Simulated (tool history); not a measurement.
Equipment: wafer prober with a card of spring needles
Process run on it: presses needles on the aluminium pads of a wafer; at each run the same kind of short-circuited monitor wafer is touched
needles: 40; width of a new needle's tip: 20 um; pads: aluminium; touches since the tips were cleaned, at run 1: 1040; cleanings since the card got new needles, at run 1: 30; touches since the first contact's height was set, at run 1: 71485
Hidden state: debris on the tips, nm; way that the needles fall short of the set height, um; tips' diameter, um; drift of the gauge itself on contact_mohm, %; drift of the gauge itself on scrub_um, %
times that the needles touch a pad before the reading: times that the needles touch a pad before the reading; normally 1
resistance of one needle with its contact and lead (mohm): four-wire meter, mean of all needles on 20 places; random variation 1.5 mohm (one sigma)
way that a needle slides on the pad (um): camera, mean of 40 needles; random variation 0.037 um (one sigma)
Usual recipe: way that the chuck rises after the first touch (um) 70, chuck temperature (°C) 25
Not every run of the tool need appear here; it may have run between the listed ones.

run,hour,way that the chuck rises after the first touch (um),chuck temperature (°C),times that the needles touch a pad before the reading,touches since the tips were cleaned,cleanings since the card got new needles,touches since the first contact's height was set,resistance of one needle with its contact and lead (mohm),way that a needle slides on the pad (um)
1,0.0,70,25,1,1040,30,71485,145,13.31
# hour 3.1: tips cleaned on abrasive film
# hour 5.6: height of the first contact set anew
# hour 8.5: tips cleaned on abrasive film
2,11.8,70,25,1,1471,32,2754,145,13.34
# hour 14.1: tips cleaned on abrasive film
# hour 19.0: tips cleaned on abrasive film
# hour 24.8: tips cleaned on abrasive film
3,27.5,70,25,1,1238,35,9759,145,13.33
# hour 29.7: tips cleaned on abrasive film
4,34.4,54,25,1,2125,36,12839,150,10.28
# hour 35.7: tips cleaned on abrasive film
# hour 41.3: tips cleaned on abrasive film
# hour 47.2: tips cleaned on abrasive film
5,47.6,54,25,1,182,39,18699,146,10.26
# hour 52.3: tips cleaned on abrasive film
6,56.3,70,54,1,1821,40,22637,148,13.30
# hour 57.6: tips cleaned on abrasive film
# hour 63.6: tips cleaned on abrasive film
# hour 69.0: tips cleaned on abrasive film
7,69.0,70,25,3,10,43,28261,142,13.35
# hour 74.5: tips cleaned on abrasive film
# hour 79.9: tips cleaned on abrasive film
8,80.7,70,25,3,363,45,33486,143,13.36
# hour 85.4: tips cleaned on abrasive film
# hour 91.4: tips cleaned on abrasive film
9,92.8,70,25,1,602,47,38859,147,13.31
# hour 96.7: tips cleaned on abrasive film
10,101.0,70,25,3,1957,48,42550,144,13.29
# hour 101.9: tips cleaned on abrasive film
# hour 107.7: tips cleaned on abrasive film
11,110.6,70,25,3,1307,50,46820,146,13.31
# hour 113.5: tips cleaned on abrasive film
# hour 119.0: tips cleaned on abrasive film
12,123.0,70,25,3,1848,52,52381,145,13.28
# hour 124.3: tips cleaned on abrasive film
# hour 129.6: tips cleaned on abrasive film
# hour 134.6: tips cleaned on abrasive film
13,136.8,70,25,3,1029,55,58510,146,13.35
# hour 140.3: tips cleaned on abrasive film
# hour 145.8: tips cleaned on abrasive film
14,149.3,70,25,3,1567,57,64066,143,13.35
# hour 151.2: tips cleaned on abrasive film
# hour 157.1: tips cleaned on abrasive film
# hour 162.8: tips cleaned on abrasive film
15,165.4,66,25,1,1201,60,71272,146,12.60
# hour 168.2: tips cleaned on abrasive film
# hour 171.2: height of the first contact set anew
16,173.2,50,76,1,2110,61,906,157,9.49
# hour 174.4: tips cleaned on abrasive film
# hour 179.4: tips cleaned on abrasive film
17,182.2,50,119,1,1253,63,4897,165,9.52
# hour 184.6: tips cleaned on abrasive film
# hour 189.5: tips cleaned on abrasive film
18,191.6,57,25,1,930,65,9084,147,10.81
# hour 194.5: tips cleaned on abrasive film
19,198.3,88,26,1,1749,66,12096,144,16.72
# hour 199.6: tips cleaned on abrasive film
# hour 205.0: tips cleaned on abrasive film
20,207.9,70,101,1,1317,68,16367,158,13.26
# hour 210.6: tips cleaned on abrasive film
# hour 215.9: tips cleaned on abrasive film
21,216.1,55,61,2,74,70,19982,154,10.43
# hour 221.4: tips cleaned on abrasive film
# hour 226.6: tips cleaned on abrasive film
22,230.7,56,33,1,1874,72,26540,150,10.59
# hour 231.9: tips cleaned on abrasive film
# hour 237.2: tips cleaned on abrasive film
23,239.4,55,25,2,1006,74,30413,147,10.49
# hour 242.6: tips cleaned on abrasive film
# hour 247.7: tips cleaned on abrasive film
# hour 252.9: tips cleaned on abrasive film
24,253.3,88,28,1,200,77,36565,143,16.90
# hour 258.9: tips cleaned on abrasive film
# hour 264.5: tips cleaned on abrasive film
25,265.1,69,54,1,271,79,41832,149,13.08
# hour 270.5: tips cleaned on abrasive film
26,271.7,70,26,1,533,80,44780,145,13.31
# hour 275.7: tips cleaned on abrasive film
# hour 280.9: tips cleaned on abrasive film
27,285.6,51,26,1,2148,82,51006,147,9.69
# hour 286.6: tips cleaned on abrasive film
# hour 291.6: tips cleaned on abrasive film
# hour 296.7: tips cleaned on abrasive film
28,296.7,60,62,1,0,85,55937,155,11.42
# hour 301.8: tips cleaned on abrasive film
# hour 307.0: tips cleaned on abrasive film
29,311.1,60,62,1,1869,87,62378,154,11.46

3 options for the next run, each taken on its own from the tool as it stands now. Forecast them:
# hour 312.2: tips cleaned on abrasive film
# hour 317.2: tips cleaned on abrasive film
A,319.0,72,33,1,845,89,65873,?,?
# hour 312.2: tips cleaned on abrasive film
# hour 317.2: tips cleaned on abrasive film
B,319.0,60,112,1,845,89,65873,?,?
# hour 312.2: tips cleaned on abrasive film
# hour 317.2: tips cleaned on abrasive film
C,319.0,61,56,2,845,89,65873,?,?

run,resistance of one needle with its contact and lead (mohm),way that a needle slides on the pad (um)
A,146,13.67
B,163,11.39
C,150,11.64
What these runs would have given with no unlogged condition in the tool:
run,resistance of one needle with its contact and lead (mohm),way that a needle slides on the pad (um)
A,146,13.68
B,163,11.40
C,150,11.65
